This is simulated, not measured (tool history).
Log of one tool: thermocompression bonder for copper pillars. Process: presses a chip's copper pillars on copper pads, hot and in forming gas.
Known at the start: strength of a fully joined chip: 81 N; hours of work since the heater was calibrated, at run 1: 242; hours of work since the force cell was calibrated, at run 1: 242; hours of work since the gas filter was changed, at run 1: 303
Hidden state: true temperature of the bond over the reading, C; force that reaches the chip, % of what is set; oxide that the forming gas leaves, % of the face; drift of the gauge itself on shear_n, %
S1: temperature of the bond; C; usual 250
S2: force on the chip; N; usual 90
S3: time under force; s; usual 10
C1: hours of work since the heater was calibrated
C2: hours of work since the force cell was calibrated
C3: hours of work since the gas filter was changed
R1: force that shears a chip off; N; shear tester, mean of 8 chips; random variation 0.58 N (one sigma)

| run | hour | S1 | S2 | S3 | C1 | C2 | C3 | R1 |
|---|---|---|---|---|---|---|---|---|
| 1 | 0 | 250 | 90 | 10 | 242 | 242 | 303 | 27.1 |
| 2 | 22.8 | 250 | 95 | 10 | 254 | 254 | 314 | 28.3 |
| 3 | 45.4 | 250 | 95 | 10 | 265 | 265 | 326 | 27.5 |
| 4 | 71 | 250 | 95 | 10 | 279 | 279 | 339 | 27.2 |
| 5 | 97.6 | 250 | 95 | 10 | 292 | 292 | 353 | 26.9 |
| 6 | 114 | 250 | 95 | 10 | 301 | 301 | 362 | 26.9 |
| 7 | 125.6 | 250 | 95 | 10 | 307 | 307 | 368 | 26.4 |
| 8 | 138.1 | 266 | 55 | 8 | 313 | 313 | 374 | 22.7 |
|  | 160.6 | forming gas filter changed |
| 9 | 163.6 | 268 | 121 | 10 | 326 | 326 | 2 | 42.1 |
|  | 166.8 | force cell calibrated |
| 10 | 184.5 | 268 | 121 | 10 | 336 | 9 | 12 | 42.9 |
| 11 | 212.2 | 268 | 121 | 10 | 351 | 24 | 26 | 42.8 |
|  | 222.6 | force cell calibrated, once more |
| 12 | 233.4 | 268 | 112 | 6 | 361 | 6 | 36 | 32.9 |
| 13 | 259.5 | 234 | 112 | 17 | 374 | 19 | 50 | 29.7 |
| 14 | 282.4 | 234 | 112 | 17 | 386 | 31 | 62 | 29.8 |

Measured less the same run without the tool's hidden state. The same run-to-run variation is in both; the gauge's scatter may not be:
| run | R1 |
|---|---|
| 1 | -2.7 |
| 2 | -3 |
| 3 | -3.1 |
| 4 | -3.2 |
| 5 | -3.3 |
| 6 | -3.4 |
| 7 | -3.5 |
| 8 | -3 |
| 9 | -1.5 |
| 10 | -1.9 |
| 11 | -2 |
| 12 | -1.7 |
| 13 | -1.8 |
| 14 | -2 |
